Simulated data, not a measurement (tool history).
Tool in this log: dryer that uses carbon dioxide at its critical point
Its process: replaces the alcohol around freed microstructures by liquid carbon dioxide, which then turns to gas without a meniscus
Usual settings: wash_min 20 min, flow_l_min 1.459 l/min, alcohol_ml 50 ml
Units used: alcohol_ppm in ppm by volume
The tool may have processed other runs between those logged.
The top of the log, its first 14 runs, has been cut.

{"run": 15, "day": 22.258, "wash_min": 16, "flow_l_min": 2.42, "alcohol_ml": 50, "alcohol_ppm": 100}
{"run": 16, "day": 23.2, "wash_min": 20, "flow_l_min": 1.459, "alcohol_ml": 50, "alcohol_ppm": 141}
{"run": 17, "day": 24.375, "wash_min": 20, "flow_l_min": 1.459, "alcohol_ml": 50, "alcohol_ppm": 149}
{"run": 18, "day": 26.238, "wash_min": 20, "flow_l_min": 1.459, "alcohol_ml": 50, "alcohol_ppm": 153}
{"day": 26.888, "done": "inlet filter changed"}
{"run": 19, "day": 28.567, "wash_min": 26, "flow_l_min": 1.32, "alcohol_ml": 29, "alcohol_ppm": 120}
{"run": 20, "day": 29.592, "wash_min": 15, "flow_l_min": 1.41, "alcohol_ml": 110, "alcohol_ppm": 516}
{"run": 21, "day": 31.638, "wash_min": 25, "flow_l_min": 1.89, "alcohol_ml": 88, "alcohol_ppm": 127}
{"run": 22, "day": 33.133, "wash_min": 20, "flow_l_min": 0.95, "alcohol_ml": 50, "alcohol_ppm": 428}
{"run": 23, "day": 34.975, "wash_min": 20, "flow_l_min": 1.459, "alcohol_ml": 60, "alcohol_ppm": 183}
{"run": 24, "day": 37.067, "wash_min": 20, "flow_l_min": 1.51, "alcohol_ml": 21, "alcohol_ppm": 163}
{"day": 38.292, "done": "inlet filter changed"}
{"run": 25, "day": 39.129, "wash_min": 20, "flow_l_min": 1.51, "alcohol_ml": 21, "alcohol_ppm": 153}
{"day": 41.358, "done": "purifier's bed changed"}
{"run": 26, "day": 41.362, "wash_min": 24, "flow_l_min": 1.83, "alcohol_ml": 70, "alcohol_ppm": 15}
{"run": 27, "day": 42.688, "wash_min": 20, "flow_l_min": 1.83, "alcohol_ml": 63, "alcohol_ppm": 27}
{"run": 28, "day": 43.767, "wash_min": 17, "flow_l_min": 1.38, "alcohol_ml": 50, "alcohol_ppm": 133}
{"run": 29, "day": 45.804, "wash_min": 14, "flow_l_min": 2.24, "alcohol_ml": 83, "alcohol_ppm": 67}
{"run": 30, "day": 47.654, "wash_min": 23, "flow_l_min": 0.92, "alcohol_ml": 35, "alcohol_ppm": 182}
{"run": 31, "day": 49.479, "wash_min": 18, "flow_l_min": 1.05, "alcohol_ml": 79, "alcohol_ppm": 613}
{"day": 49.8, "done": "inlet filter changed"}
{"run": 32, "day": 50.992, "wash_min": 18, "flow_l_min": 1.05, "alcohol_ml": 79, "alcohol_ppm": 437}
{"run": 33, "day": 52.292, "wash_min": 18, "flow_l_min": 0.93, "alcohol_ml": 56, "alcohol_ppm": 506}
{"run": 34, "day": 53.875, "wash_min": 18, "flow_l_min": 1.5, "alcohol_ml": 32, "alcohol_ppm": 73}

What if the next run were any one of these 3? Each begins from the tool's condition after run 34:
{"run": "A", "day": 55.4, "wash_min": 18, "flow_l_min": 1.47, "alcohol_ml": 32, "alcohol_ppm": "?"}
{"run": "B", "day": 55.4, "wash_min": 20, "flow_l_min": 1.4, "alcohol_ml": 21, "alcohol_ppm": "?"}
{"run": "C", "day": 55.4, "wash_min": 27, "flow_l_min": 1.61, "alcohol_ml": 50, "alcohol_ppm": "?"}

run=A alcohol_ppm=84
run=B alcohol_ppm=80
run=C alcohol_ppm=44
Take away the tool's hidden state, keep each run's random variation, and the runs would have read:
run=A alcohol_ppm=36
run=B alcohol_ppm=37
run=C alcohol_ppm=5
